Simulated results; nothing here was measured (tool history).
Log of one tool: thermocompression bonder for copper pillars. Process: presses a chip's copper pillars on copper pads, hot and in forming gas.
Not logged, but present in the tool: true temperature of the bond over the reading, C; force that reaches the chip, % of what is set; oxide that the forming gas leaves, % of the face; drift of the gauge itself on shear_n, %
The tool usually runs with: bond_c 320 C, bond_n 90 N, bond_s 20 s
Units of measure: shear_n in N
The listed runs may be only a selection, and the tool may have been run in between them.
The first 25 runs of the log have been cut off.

run	hour	bond_c	bond_n	bond_s	hours of work since the heater was calibrated	hours of work since the force cell was calibrated	hours of work since the gas filter was changed	shear_n
# hour 1461.6: forming gas filter changed
26	1489.0	320	90	46	459	1111	19	109.6
27	1566.4	321	90	55	513	1164	72	112.2
# hour 1574.2: force cell calibrated
28	1629.4	321	90	55	555	38	114	110.2
# hour 1699.6: heater calibrated with a thermocouple chip
29	1705.2	321	90	55	4	88	165	115.9
# hour 1756.5: forming gas filter changed
30	1774.3	296	56	15	51	135	12	43.5
31	1825.0	296	116	28	86	170	47	88.7
# hour 1834.9: force cell calibrated, once more
32	1904.3	309	82	15	139	48	100	64.3
33	1973.2	290	67	21	186	95	148	47.8
34	2013.1	315	54	20	214	122	175	55.7
# hour 2049.2: forming gas filter changed
35	2049.2	292	55	10	238	147	0	32.1
36	2118.1	319	90	36	285	194	47	100.1
37	2182.8	343	55	28	330	238	92	90.0
38	2243.0	327	55	27	371	279	133	72.8

Branching from run 38: 3 alternative next runs. What would each branch give?
A	2326.2	300	126	30	428	336	190	?
B	2326.2	327	68	27	428	336	190	?
C	2326.2	322	55	57	428	336	190	?

run	shear_n
A	88.2
B	79.8
C	84.2
Without the tool's hidden state the same runs would have given:
run	shear_n
A	100.6
B	90.9
C	95.8
